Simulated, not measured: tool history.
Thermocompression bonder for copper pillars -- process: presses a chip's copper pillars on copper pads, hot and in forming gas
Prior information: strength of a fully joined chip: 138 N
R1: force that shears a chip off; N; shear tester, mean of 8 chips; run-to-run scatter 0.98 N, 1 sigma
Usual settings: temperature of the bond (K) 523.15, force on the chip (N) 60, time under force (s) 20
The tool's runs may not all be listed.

run 1 hour=0.0 | temperature_of_the_bond_(K)=523.15 force_on_the_chip_(N)=60 time_under_force_(s)=20 | R1=81.9
run 2 hour=72.3 | temperature_of_the_bond_(K)=523.15 force_on_the_chip_(N)=60 time_under_force_(s)=20 | R1=80.2
-- hour=83.5 forming gas filter changed
run 3 hour=119.8 | temperature_of_the_bond_(K)=523.15 force_on_the_chip_(N)=60 time_under_force_(s)=20 | R1=84.0
run 4 hour=179.6 | temperature_of_the_bond_(K)=523.15 force_on_the_chip_(N)=60 time_under_force_(s)=20 | R1=83.0
run 5 hour=242.9 | temperature_of_the_bond_(K)=517.15 force_on_the_chip_(N)=60 time_under_force_(s)=20 | R1=77.2
run 6 hour=309.4 | temperature_of_the_bond_(K)=532.15 force_on_the_chip_(N)=60 time_under_force_(s)=20 | R1=88.1
run 7 hour=370.7 | temperature_of_the_bond_(K)=523.15 force_on_the_chip_(N)=60 time_under_force_(s)=20 | R1=81.3
run 8 hour=411.4 | temperature_of_the_bond_(K)=523.15 force_on_the_chip_(N)=60 time_under_force_(s)=20 | R1=79.2
-- hour=481.2 forming gas filter changed
run 9 hour=481.2 | temperature_of_the_bond_(K)=523.15 force_on_the_chip_(N)=60 time_under_force_(s)=20 | R1=82.5
run 10 hour=549.5 | temperature_of_the_bond_(K)=523.15 force_on_the_chip_(N)=60 time_under_force_(s)=20 | R1=79.9
run 11 hour=583.2 | temperature_of_the_bond_(K)=523.15 force_on_the_chip_(N)=60 time_under_force_(s)=20 | R1=80.4
run 12 hour=625.0 | temperature_of_the_bond_(K)=523.15 force_on_the_chip_(N)=60 time_under_force_(s)=20 | R1=79.3
run 13 hour=695.6 | temperature_of_the_bond_(K)=497.15 force_on_the_chip_(N)=60 time_under_force_(s)=20 | R1=56.2
run 14 hour=728.0 | temperature_of_the_bond_(K)=500.15 force_on_the_chip_(N)=70 time_under_force_(s)=14 | R1=58.9
run 15 hour=802.4 | temperature_of_the_bond_(K)=494.15 force_on_the_chip_(N)=64 time_under_force_(s)=19 | R1=54.5
-- hour=811.5 heater calibrated with a thermocouple chip
run 16 hour=858.8 | temperature_of_the_bond_(K)=494.15 force_on_the_chip_(N)=48 time_under_force_(s)=19 | R1=40.2

Estimate the outcome of run 17 from the log above:
-- hour=881.5 forming gas filter changed
run 17 hour=919.1 | temperature_of_the_bond_(K)=494.15 force_on_the_chip_(N)=48 time_under_force_(s)=19 | R1=?

Run 17 yielded R1 40.4 N.
Take away the tool's hidden state, keep the run-to-run variation as it was, and the same run would have given R1 43.9 N.

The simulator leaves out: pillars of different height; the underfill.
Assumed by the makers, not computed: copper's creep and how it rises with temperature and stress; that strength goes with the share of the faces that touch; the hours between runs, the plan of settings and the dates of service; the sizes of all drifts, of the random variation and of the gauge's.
